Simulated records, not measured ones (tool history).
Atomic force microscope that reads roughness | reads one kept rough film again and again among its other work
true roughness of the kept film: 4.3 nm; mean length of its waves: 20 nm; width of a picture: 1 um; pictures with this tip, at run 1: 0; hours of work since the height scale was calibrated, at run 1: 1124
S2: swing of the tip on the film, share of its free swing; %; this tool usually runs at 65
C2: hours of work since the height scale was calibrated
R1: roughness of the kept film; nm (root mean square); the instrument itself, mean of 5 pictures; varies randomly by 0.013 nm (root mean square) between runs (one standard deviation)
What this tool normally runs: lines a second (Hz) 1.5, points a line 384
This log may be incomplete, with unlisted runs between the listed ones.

run 1 hour=0 | lines_a_second_(Hz)=1.5 S2=65 points_a_line=384 | pictures_with_this_tip=0 C2=1124 | R1=3.143
run 2 hour=39.7 | lines_a_second_(Hz)=1.5 S2=65 points_a_line=384 | pictures_with_this_tip=91 C2=1151 | R1=2.37
-- hour=81.5 new tip fitted
run 3 hour=81.6 | lines_a_second_(Hz)=1.5 S2=65 points_a_line=384 | pictures_with_this_tip=0 C2=1180 | R1=3.145
run 4 hour=135.4 | lines_a_second_(Hz)=1.5 S2=65 points_a_line=384 | pictures_with_this_tip=123 C2=1217 | R1=2.216
-- hour=164.2 new tip fitted
run 5 hour=170.5 | lines_a_second_(Hz)=0.85 S2=65 points_a_line=384 | pictures_with_this_tip=15 C2=1241 | R1=2.975
run 6 hour=209.8 | lines_a_second_(Hz)=0.85 S2=65 points_a_line=384 | pictures_with_this_tip=104 C2=1268 | R1=2.234
-- hour=247.7 new tip fitted
run 7 hour=266.4 | lines_a_second_(Hz)=1.5 S2=65 points_a_line=384 | pictures_with_this_tip=42 C2=1307 | R1=2.762
run 8 hour=312.5 | lines_a_second_(Hz)=1.5 S2=65 points_a_line=384 | pictures_with_this_tip=148 C2=1339 | R1=2.105
-- hour=329.5 new tip fitted
run 9 hour=353.5 | lines_a_second_(Hz)=1.5 S2=65 points_a_line=384 | pictures_with_this_tip=55 C2=1367 | R1=2.628
run 10 hour=388 | lines_a_second_(Hz)=1.5 S2=65 points_a_line=384 | pictures_with_this_tip=134 C2=1391 | R1=2.151
-- hour=411.4 new tip fitted
run 11 hour=438 | lines_a_second_(Hz)=0.76 S2=65 points_a_line=384 | pictures_with_this_tip=61 C2=1425 | R1=2.62
run 12 hour=462.5 | lines_a_second_(Hz)=1.5 S2=65 points_a_line=384 | pictures_with_this_tip=116 C2=1442 | R1=2.24
-- hour=496 new tip fitted
run 13 hour=511 | lines_a_second_(Hz)=1.5 S2=65 points_a_line=384 | pictures_with_this_tip=34 C2=1476 | R1=2.742
run 14 hour=536.5 | lines_a_second_(Hz)=1.5 S2=65 points_a_line=384 | pictures_with_this_tip=92 C2=1493 | R1=2.311
-- hour=577 new tip fitted
run 15 hour=589.2 | lines_a_second_(Hz)=1.5 S2=65 points_a_line=384 | pictures_with_this_tip=28 C2=1529 | R1=2.915
run 16 hour=627 | lines_a_second_(Hz)=1.5 S2=65 points_a_line=384 | pictures_with_this_tip=114 C2=1556 | R1=2.263
-- hour=661.6 new tip fitted
run 17 hour=663 | lines_a_second_(Hz)=1.5 S2=65 points_a_line=384 | pictures_with_this_tip=3 C2=1580 | R1=3.1
run 18 hour=691.4 | lines_a_second_(Hz)=1.5 S2=65 points_a_line=384 | pictures_with_this_tip=68 C2=1600 | R1=2.543
run 19 hour=734.8 | lines_a_second_(Hz)=1.5 S2=65 points_a_line=384 | pictures_with_this_tip=167 C2=1630 | R1=1.976
-- hour=743.5 new tip fitted
run 20 hour=784.8 | lines_a_second_(Hz)=1.5 S2=65 points_a_line=464 | pictures_with_this_tip=94 C2=1664 | R1=2.382
-- hour=825.5 new tip fitted
run 21 hour=837.4 | lines_a_second_(Hz)=1.5 S2=77 points_a_line=384 | pictures_with_this_tip=27 C2=1700 | R1=2.85
run 22 hour=878.7 | lines_a_second_(Hz)=1.5 S2=81 points_a_line=384 | pictures_with_this_tip=121 C2=1729 | R1=2.124
run 23 hour=903.2 | lines_a_second_(Hz)=1.5 S2=81 points_a_line=384 | pictures_with_this_tip=177 C2=1746 | R1=1.88
-- hour=907.3 new tip fitted
run 24 hour=941.3 | lines_a_second_(Hz)=1.5 S2=81 points_a_line=384 | pictures_with_this_tip=78 C2=1772 | R1=2.403
run 25 hour=979.2 | lines_a_second_(Hz)=1.5 S2=65 points_a_line=384 | pictures_with_this_tip=164 C2=1798 | R1=2.005
-- hour=987.8 new tip fitted
run 26 hour=1030 | lines_a_second_(Hz)=1.5 S2=65 points_a_line=384 | pictures_with_this_tip=96 C2=1833 | R1=2.384
-- hour=1071.1 new tip fitted
run 27 hour=1076.6 | lines_a_second_(Hz)=1.5 S2=65 points_a_line=384 | pictures_with_this_tip=12 C2=1865 | R1=3.01
run 28 hour=1110.7 | lines_a_second_(Hz)=3.03 S2=68 points_a_line=645 | pictures_with_this_tip=90 C2=1888 | R1=2.277
run 29 hour=1140.8 | lines_a_second_(Hz)=1.59 S2=74 points_a_line=1019 | pictures_with_this_tip=159 C2=1909 | R1=1.996
-- hour=1152.5 new tip fitted
run 30 hour=1195.7 | lines_a_second_(Hz)=1.59 S2=82 points_a_line=707 | pictures_with_this_tip=99 C2=1947 | R1=2.246
-- hour=1233 new tip fitted
run 31 hour=1249.3 | lines_a_second_(Hz)=0.7 S2=64 points_a_line=384 | pictures_with_this_tip=37 C2=1984 | R1=2.77
run 32 hour=1304 | lines_a_second_(Hz)=3.54 S2=66 points_a_line=963 | pictures_with_this_tip=162 C2=2021 | R1=1.912
-- hour=1307.6 height scale calibrated on a step standard
-- hour=1316.8 new tip fitted
run 33 hour=1357.8 | lines_a_second_(Hz)=3.54 S2=66 points_a_line=963 | pictures_with_this_tip=94 C2=34 | R1=2.372
-- hour=1399.7 new tip fitted
run 34 hour=1411.2 | lines_a_second_(Hz)=3.54 S2=66 points_a_line=963 | pictures_with_this_tip=27 C2=71 | R1=2.759
run 35 hour=1453.7 | lines_a_second_(Hz)=1.99 S2=66 points_a_line=963 | pictures_with_this_tip=124 C2=100 | R1=2.1
-- hour=1482.9 new tip fitted
run 36 hour=1509.4 | lines_a_second_(Hz)=1.5 S2=56 points_a_line=756 | pictures_with_this_tip=61 C2=139 | R1=2.551
-- hour=1533.8 height scale calibrated on a step standard, once more
run 37 hour=1541.8 | lines_a_second_(Hz)=1.5 S2=79 points_a_line=756 | pictures_with_this_tip=132 C2=5 | R1=2.071
-- hour=1569.4 new tip fitted
run 38 hour=1588.4 | lines_a_second_(Hz)=1.5 S2=79 points_a_line=756 | pictures_with_this_tip=43 C2=37 | R1=2.712
run 39 hour=1622.9 | lines_a_second_(Hz)=1.5 S2=79 points_a_line=756 | pictures_with_this_tip=122 C2=61 | R1=2.174
-- hour=1650.7 new tip fitted
run 40 hour=1679.5 | lines_a_second_(Hz)=1.5 S2=79 points_a_line=756 | pictures_with_this_tip=66 C2=100 | R1=2.539
run 41 hour=1728.5 | lines_a_second_(Hz)=1.5 S2=79 points_a_line=389 | pictures_with_this_tip=178 C2=134 | R1=1.854
-- hour=1734 new tip fitted
run 42 hour=1766.2 | lines_a_second_(Hz)=1.5 S2=79 points_a_line=389 | pictures_with_this_tip=74 C2=160 | R1=2.433
-- hour=1815.1 new tip fitted
run 43 hour=1815.1 | lines_a_second_(Hz)=1.49 S2=61 points_a_line=974 | pictures_with_this_tip=0 C2=193 | R1=3.156
run 44 hour=1851 | lines_a_second_(Hz)=1.05 S2=58 points_a_line=384 | pictures_with_this_tip=82 C2=218 | R1=2.395
run 45 hour=1883.1 | lines_a_second_(Hz)=1.05 S2=58 points_a_line=384 | pictures_with_this_tip=155 C2=240 | R1=2.019
-- hour=1899.2 new tip fitted
run 46 hour=1939.5 | lines_a_second_(Hz)=1.05 S2=58 points_a_line=384 | pictures_with_this_tip=92 C2=279 | R1=2.399
run 47 hour=1976.9 | lines_a_second_(Hz)=1.5 S2=72 points_a_line=384 | pictures_with_this_tip=177 C2=305 | R1=1.913
-- hour=1981.4 new tip fitted
run 48 hour=2024.8 | lines_a_second_(Hz)=1.5 S2=56 points_a_line=384 | pictures_with_this_tip=99 C2=338 | R1=2.324
-- hour=2064.7 new tip fitted
run 49 hour=2076.5 | lines_a_second_(Hz)=0.97 S2=85 points_a_line=891 | pictures_with_this_tip=27 C2=373 | R1=2.935
run 50 hour=2111 | lines_a_second_(Hz)=0.67 S2=76 points_a_line=290 | pictures_with_this_tip=106 C2=397 | R1=2.276
-- hour=2146.8 new tip fitted
run 51 hour=2146.8 | lines_a_second_(Hz)=1.5 S2=64 points_a_line=564 | pictures_with_this_tip=0 C2=422 | R1=3.171
run 52 hour=2169.8 | lines_a_second_(Hz)=1.5 S2=64 points_a_line=564 | pictures_with_this_tip=53 C2=437 | R1=2.665

Branching from run 52: 3 alternative next runs. What would each branch give?
run A hour=2225.4 | lines_a_second_(Hz)=1.5 S2=66 points_a_line=395 | pictures_with_this_tip=179 C2=476 | R1=?
run B hour=2225.4 | lines_a_second_(Hz)=1.5 S2=73 points_a_line=564 | pictures_with_this_tip=179 C2=476 | R1=?
run C hour=2225.4 | lines_a_second_(Hz)=0.53 S2=89 points_a_line=339 | pictures_with_this_tip=179 C2=476 | R1=?

run=A R1=1.898
run=B R1=1.898
run=C R1=1.888
The same runs, with their run-to-run variation unchanged, on a tool lacking any hidden condition would have given:
run=A R1=3.198
run=B R1=3.197
run=C R1=3.177

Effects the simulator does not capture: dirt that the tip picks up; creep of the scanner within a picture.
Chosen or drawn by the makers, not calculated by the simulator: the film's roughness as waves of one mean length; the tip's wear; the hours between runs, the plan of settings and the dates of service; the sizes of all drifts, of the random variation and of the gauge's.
